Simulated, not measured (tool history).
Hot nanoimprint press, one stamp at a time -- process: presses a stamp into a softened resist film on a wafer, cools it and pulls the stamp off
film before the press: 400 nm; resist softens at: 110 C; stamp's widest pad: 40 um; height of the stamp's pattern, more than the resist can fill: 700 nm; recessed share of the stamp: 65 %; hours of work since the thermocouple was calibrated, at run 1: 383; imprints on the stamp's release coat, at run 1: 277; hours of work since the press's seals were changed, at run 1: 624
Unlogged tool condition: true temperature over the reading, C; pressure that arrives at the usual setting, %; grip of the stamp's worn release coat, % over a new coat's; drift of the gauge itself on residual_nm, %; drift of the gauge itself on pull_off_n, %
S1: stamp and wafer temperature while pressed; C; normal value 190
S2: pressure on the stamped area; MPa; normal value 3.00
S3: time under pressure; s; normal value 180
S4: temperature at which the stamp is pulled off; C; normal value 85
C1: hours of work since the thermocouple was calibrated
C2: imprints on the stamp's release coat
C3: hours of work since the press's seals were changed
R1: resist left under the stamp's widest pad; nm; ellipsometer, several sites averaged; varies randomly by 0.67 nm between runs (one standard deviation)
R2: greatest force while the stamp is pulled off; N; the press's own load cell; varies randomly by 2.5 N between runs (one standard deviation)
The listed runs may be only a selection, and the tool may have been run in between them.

Run 1, hour 0.0: usual settings; C1 383; C2 277; C3 624. Result: R1 186.0 nm, R2 216 N.
Run 2, hour 65.5: usual settings; C1 419; C2 436; C3 659. Result: R1 184.8 nm, R2 214 N.
At hour 138.7: plate thermocouple calibrated.
Run 3, hour 150.5: usual settings; C1 6; C2 635; C3 704. Result: R1 185.7 nm, R2 215 N.
At hour 191.1: stamp cleaned and given a new release coat.
Run 4, hour 229.9: usual settings but S1 183 C; C1 47; C2 94; C3 745. Result: R1 238.8 nm, R2 214 N.
Run 5, hour 299.1: usual settings but S1 183 C; C1 85; C2 262; C3 783. Result: R1 238.9 nm, R2 212 N.
Run 6, hour 362.5: usual settings but S1 183 C; C1 119; C2 415; C3 817. Result: R1 237.3 nm, R2 216 N.
Run 7, hour 420.0: usual settings; C1 151; C2 555; C3 849. Result: R1 187.2 nm, R2 213 N.
At hour 489.0: stamp cleaned and given a new release coat.
Run 8, hour 489.0: usual settings; C1 186; C2 0; C3 884. Result: R1 187.1 nm, R2 216 N.
Run 9, hour 548.1: usual settings but S1 192 C; C1 218; C2 143; C3 916. Result: R1 173.6 nm, R2 214 N.
Run 10, hour 612.6: usual settings but S1 192 C, S4 91 C; C1 253; C2 299; C3 951. Result: R1 173.3 nm, R2 179 N.
Run 11, hour 658.2: usual settings; C1 278; C2 410; C3 976. Result: R1 187.2 nm, R2 214 N.
Run 12, hour 717.0: usual settings; C1 311; C2 552; C3 1009. Result: R1 187.7 nm, R2 214 N.
At hour 788.2: stamp cleaned and given a new release coat.
Run 13, hour 790.0: usual settings; C1 347; C2 5; C3 1045. Result: R1 187.5 nm, R2 215 N.
At hour 806.8: press's hydraulic seals changed and the load cell set to zero.
Run 14, hour 870.4: usual settings; C1 387; C2 180; C3 35. Result: R1 187.1 nm, R2 213 N.
Run 15, hour 941.2: usual settings; C1 426; C2 352; C3 74. Result: R1 188.9 nm, R2 215 N.
At hour 1004.7: plate thermocouple calibrated.
Run 16, hour 1027.1: usual settings; C1 12; C2 552; C3 119. Result: R1 187.6 nm, R2 214 N.
Run 17, hour 1077.9: usual settings; C1 40; C2 676; C3 147. Result: R1 187.0 nm, R2 215 N.
At hour 1101.3: stamp cleaned and given a new release coat.
Run 18, hour 1146.9: usual settings but S2 2.40 MPa, S4 90 C; C1 75; C2 110; C3 182. Result: R1 203.9 nm, R2 185 N.
Run 19, hour 1190.9: usual settings but S2 2.40 MPa, S4 90 C; C1 99; C2 217; C3 206. Result: R1 205.2 nm, R2 183 N.
Run 20, hour 1262.8: usual settings but S1 187 C, S2 2.89 MPa, S3 171 s; C1 138; C2 391; C3 245. Result: R1 216.9 nm, R2 215 N.
Run 21, hour 1313.5: usual settings but S1 187 C, S2 3.09 MPa, S3 106 s, S4 78 C; C1 166; C2 514; C3 273. Result: R1 246.2 nm, R2 259 N.
At hour 1399.9: stamp cleaned and given a new release coat.
Run 22, hour 1399.9: usual settings but S1 196 C, S2 3.78 MPa, S3 330 s, S4 73 C; C1 210; C2 0; C3 317. Result: R1 104.2 nm, R2 287 N.
Run 23, hour 1453.2: usual settings but S1 202 C, S2 2.52 MPa, S3 156 s, S4 79 C; C1 239; C2 129; C3 346. Result: R1 141.0 nm, R2 249 N.
Run 24, hour 1523.2: usual settings but S1 202 C, S2 2.52 MPa, S3 156 s, S4 79 C; C1 278; C2 299; C3 385. Result: R1 140.6 nm, R2 255 N.
Run 25, hour 1586.0: usual settings but S1 202 C, S2 2.52 MPa, S3 156 s, S4 79 C; C1 312; C2 451; C3 419. Result: R1 140.2 nm, R2 251 N.
Run 26, hour 1684.9: usual settings but S1 202 C, S2 2.52 MPa, S3 156 s, S4 79 C; C1 367; C2 691; C3 474. Result: R1 140.2 nm, R2 249 N.
At hour 1703.1: stamp cleaned and given a new release coat.
Run 27, hour 1744.8: usual settings but S1 202 C, S2 2.52 MPa, S3 156 s, S4 79 C; C1 396; C2 102; C3 503. Result: R1 141.5 nm, R2 251 N.
Run 28, hour 1791.8: usual settings but S1 189 C, S2 3.94 MPa, S3 330 s, S4 91 C; C1 422; C2 216; C3 529. Result: R1 136.0 nm, R2 180 N.
Run 29, hour 1831.9: usual settings but S1 189 C, S2 3.94 MPa, S3 183 s, S4 91 C; C1 444; C2 313; C3 551. Result: R1 173.3 nm, R2 175 N.
At hour 1860.6: plate thermocouple calibrated.
Run 30, hour 1907.4: usual settings but S1 181 C, S3 296 s; C1 26; C2 488; C3 591. Result: R1 220.9 nm, R2 215 N.

Difference, measured minus no-hidden-state, one row per run. Run-to-run variation is common to both terms; the gauge's own scatter need not be:
run    R1
  1  +0.3
  2  +0.4
  3  +0.4
  4  +0.7
  5  +0.9
  6  +1.1
  7  +1.1
  8  +1.2
  9  +1.2
 10  +1.4
 11  +1.5
 12  +1.6
 13  +1.9
 14  +1.8
 15  +2.0
 16  +1.9
 17  +2.1
 18  +2.4
 19  +2.5
 20  +2.8
 21  +3.3
 22  +1.5
 23  +2.1
 24  +2.3
 25  +2.3
 26  +2.5
 27  +2.6
 28  +2.6
 29  +3.4
 30  +4.2
For R2, the value without the hidden state is never more than 1 N from the measured value.

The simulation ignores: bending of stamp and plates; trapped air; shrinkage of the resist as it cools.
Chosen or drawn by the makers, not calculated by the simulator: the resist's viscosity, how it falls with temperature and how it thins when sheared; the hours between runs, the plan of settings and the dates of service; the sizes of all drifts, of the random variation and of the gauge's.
